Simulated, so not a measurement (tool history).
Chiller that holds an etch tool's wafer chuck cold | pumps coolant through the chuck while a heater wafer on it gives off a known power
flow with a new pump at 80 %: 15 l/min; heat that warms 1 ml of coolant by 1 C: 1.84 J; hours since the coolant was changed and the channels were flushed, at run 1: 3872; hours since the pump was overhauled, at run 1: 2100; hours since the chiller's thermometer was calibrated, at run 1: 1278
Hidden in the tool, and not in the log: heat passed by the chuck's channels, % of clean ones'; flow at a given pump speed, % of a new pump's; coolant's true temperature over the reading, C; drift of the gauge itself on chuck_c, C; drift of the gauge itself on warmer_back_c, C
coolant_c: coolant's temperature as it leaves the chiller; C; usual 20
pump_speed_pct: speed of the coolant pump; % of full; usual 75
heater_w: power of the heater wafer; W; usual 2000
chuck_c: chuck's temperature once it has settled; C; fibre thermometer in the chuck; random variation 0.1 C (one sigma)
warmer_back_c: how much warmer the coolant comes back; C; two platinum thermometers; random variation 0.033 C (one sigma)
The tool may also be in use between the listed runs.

run,day,coolant_c,pump_speed_pct,heater_w,hours since the coolant was changed and the channels were flushed,hours since the pump was overhauled,hours since the chiller's thermometer was calibrated,chuck_c,warmer_back_c
1,0.000,20,75,2000,3872,2100,1278,33.3,4.73
2,3.629,20,75,2000,3959,2187,1365,33.4,4.77
3,8.254,20,75,2000,4070,2298,1476,33.3,4.73
4,13.412,20,75,2000,4194,2422,1600,33.5,4.77
5,17.104,20,75,2000,4282,2511,1689,33.6,4.76
6,23.142,20,75,1149,4427,2656,1834,27.9,2.78
7,26.729,20,75,1149,4513,2742,1920,27.6,2.73
8,30.004,20,75,2000,4592,2820,1998,33.4,4.79
9,36.700,20,75,2000,4753,2981,2159,33.6,4.75
10,42.638,20,75,2000,4895,3124,2302,33.6,4.82
11,48.500,20,75,2000,5036,3264,2442,33.6,4.78
12,55.246,20,84,1818,5198,3426,2604,31.3,3.83
13,60.733,20,82,1029,5329,3558,2736,26.4,2.21
14,65.271,20,82,1029,5438,3667,2845,26.4,2.26
15,69.217,11,85,2810,5533,3761,2940,28.2,6.01
16,72.417,11,72,1871,5610,3838,3016,24.5,4.73
17,77.621,29,91,2000,5735,3963,3141,40.4,3.89
# day 82.450: coolant changed, channels flushed
18,83.929,29,91,2000,35,4108,3287,39.7,3.88
19,90.154,20,75,2967,185,4258,3436,39.2,7.23
20,95.508,20,75,2967,313,4386,3565,39.2,7.16
21,98.429,24,99,1520,383,4456,3635,31.3,2.73

Forecast each of these 3 alternatives for the next run:
A,104.396,18,73,2263,527,4600,3778,?,?
B,104.396,24,68,2932,527,4600,3778,?,?
C,104.396,21,88,2000,527,4600,3778,?,?

run,chuck_c,warmer_back_c
A,32.8,5.73
B,45.0,7.98
C,32.0,4.10
Without the tool's hidden state the same runs would have given:
run,chuck_c,warmer_back_c
A,32.2,5.48
B,44.0,7.62
C,31.6,3.92
